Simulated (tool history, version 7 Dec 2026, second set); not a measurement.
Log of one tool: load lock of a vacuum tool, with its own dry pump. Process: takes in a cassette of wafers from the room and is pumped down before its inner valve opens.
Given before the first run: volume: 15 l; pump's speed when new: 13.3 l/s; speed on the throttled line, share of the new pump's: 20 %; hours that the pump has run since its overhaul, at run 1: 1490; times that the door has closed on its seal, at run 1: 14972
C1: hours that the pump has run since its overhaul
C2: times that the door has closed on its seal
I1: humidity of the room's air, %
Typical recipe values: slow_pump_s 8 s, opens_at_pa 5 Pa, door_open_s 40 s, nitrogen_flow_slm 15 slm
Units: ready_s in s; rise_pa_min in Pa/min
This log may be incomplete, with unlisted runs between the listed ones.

Run 1, hour 0: usual settings; C1 1490; C2 14972; I1 41.2. Result: ready_s 17.9 s, rise_pa_min 0.076 Pa/min.
Run 2, hour 112.7: usual settings; C1 1603; C2 15327; I1 47.6. Result: ready_s 17.6 s, rise_pa_min 0.088 Pa/min.
Run 3, hour 170.1: usual settings; C1 1660; C2 15507; I1 45.2. Result: ready_s 17.7 s, rise_pa_min 0.088 Pa/min.
Run 4, hour 276.9: usual settings; C1 1767; C2 15844; I1 47.8. Result: ready_s 18.2 s, rise_pa_min 0.096 Pa/min.
Run 5, hour 384.6: usual settings; C1 1875; C2 16183; I1 44.2. Result: ready_s 18.1 s, rise_pa_min 0.091 Pa/min.
Run 6, hour 456: usual settings but door_open_s 53 s; C1 1946; C2 16408; I1 44.8. Result: ready_s 17.9 s, rise_pa_min 0.092 Pa/min.
Run 7, hour 572.1: usual settings but opens_at_pa 4 Pa; C1 2062; C2 16773; I1 48.4. Result: ready_s 18.4 s, rise_pa_min 0.102 Pa/min.
Run 8, hour 675.6: usual settings but slow_pump_s 6 s, opens_at_pa 9 Pa, door_open_s 99 s; C1 2166; C2 17099; I1 46.4. Result: ready_s 15.5 s, rise_pa_min 0.111 Pa/min.
Run 9, hour 753.6: usual settings but slow_pump_s 9 s; C1 2244; C2 17345; I1 45.1. Result: ready_s 19.2 s, rise_pa_min 0.097 Pa/min.
Run 10, hour 853.9: usual settings but slow_pump_s 9 s, door_open_s 61 s, nitrogen_flow_slm 19 slm; C1 2344; C2 17661; I1 48.6. Result: ready_s 18.8 s, rise_pa_min 0.108 Pa/min.
Run 11, hour 930.9: usual settings but slow_pump_s 12 s, opens_at_pa 4 Pa, door_open_s 55 s, nitrogen_flow_slm 10 slm; C1 2421; C2 17903; I1 45.5. Result: ready_s 21.4 s, rise_pa_min 0.115 Pa/min.

Below are 4 alternative next runs, each starting from the tool's condition after run 11. Predict each:
Run A, hour 1000.8: usual settings but opens_at_pa 10 Pa, nitrogen_flow_slm 9 slm; C1 2491; C2 18123; I1 45. Result: ready_s ?, rise_pa_min ?.
Run B, hour 1000.8: usual settings but slow_pump_s 7 s, door_open_s 140 s, nitrogen_flow_slm 10 slm; C1 2491; C2 18123; I1 45.8. Result: ready_s ?, rise_pa_min ?.
Run C, hour 1000.8: usual settings but opens_at_pa 4 Pa, door_open_s 105 s; C1 2491; C2 18123; I1 47.2. Result: ready_s ?, rise_pa_min ?.
Run D, hour 1000.8: usual settings but slow_pump_s 13 s, opens_at_pa 8 Pa, nitrogen_flow_slm 26 slm; C1 2491; C2 18123; I1 45.2. Result: ready_s ?, rise_pa_min ?.

run  ready_s  rise_pa_min
  A     17.5        0.114
  B     17.3        0.129
  C     18.3        0.109
  D     21.8          0.1
With no hidden state in the tool, these same runs would have given:
run  ready_s  rise_pa_min
  A     17.1        0.046
  B     16.9        0.063
  C     17.9        0.043
  D     21.4        0.032
